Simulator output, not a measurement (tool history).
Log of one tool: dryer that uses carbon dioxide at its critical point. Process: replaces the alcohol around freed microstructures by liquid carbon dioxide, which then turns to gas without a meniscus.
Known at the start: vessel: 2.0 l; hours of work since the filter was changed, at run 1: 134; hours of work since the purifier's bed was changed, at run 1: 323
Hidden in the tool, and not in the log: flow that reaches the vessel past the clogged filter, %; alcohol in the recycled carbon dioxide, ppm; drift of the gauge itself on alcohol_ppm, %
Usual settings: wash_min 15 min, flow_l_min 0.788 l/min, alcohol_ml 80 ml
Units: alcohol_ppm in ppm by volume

run	hour	wash_min	flow_l_min	alcohol_ml	hours of work since the filter was changed	hours of work since the purifier's bed was changed	alcohol_ppm
1	0	15	0.788	80	134	323	257
2	62.1	15	0.788	80	160	349	280
3	115.3	15	0.788	80	183	372	299
4	164.5	21	0.788	80	203	393	104
5	211	15	0.788	89	223	412	332
6	256.4	15	0.788	89	242	431	343
7	287.6	15	0.788	80	255	444	315
8	332.8	15	0.788	80	274	463	332
9	367.4	15	0.788	22	289	478	164
10	404.2	15	0.788	22	304	493	174
11	461.2	15	0.766	31	328	517	217
# hour 484: inlet filter changed
12	530.1	15	0.766	31	19	546	188
13	588.8	11	0.882	54	44	570	451
14	637.6	18	0.581	118	65	591	650
15	677.4	22	0.581	67	81	608	226
16	732.3	15	0.788	36	104	631	227
17	781.9	15	0.788	36	125	652	221
18	849	16	0.765	97	153	680	364
19	913.2	13	0.477	24	180	707	915
20	940.8	13	0.477	24	192	718	935

Forecast each of these 3 alternatives for the next run:
A	1005	13	1.061	27	219	745	?
B	1005	9	0.477	24	219	745	?
C	1005	19	1.198	86	219	745	?

run	alcohol_ppm
A	183
B	2022
C	151
Without the tool's hidden state the same runs would have given:
run	alcohol_ppm
A	25
B	1681
C	5
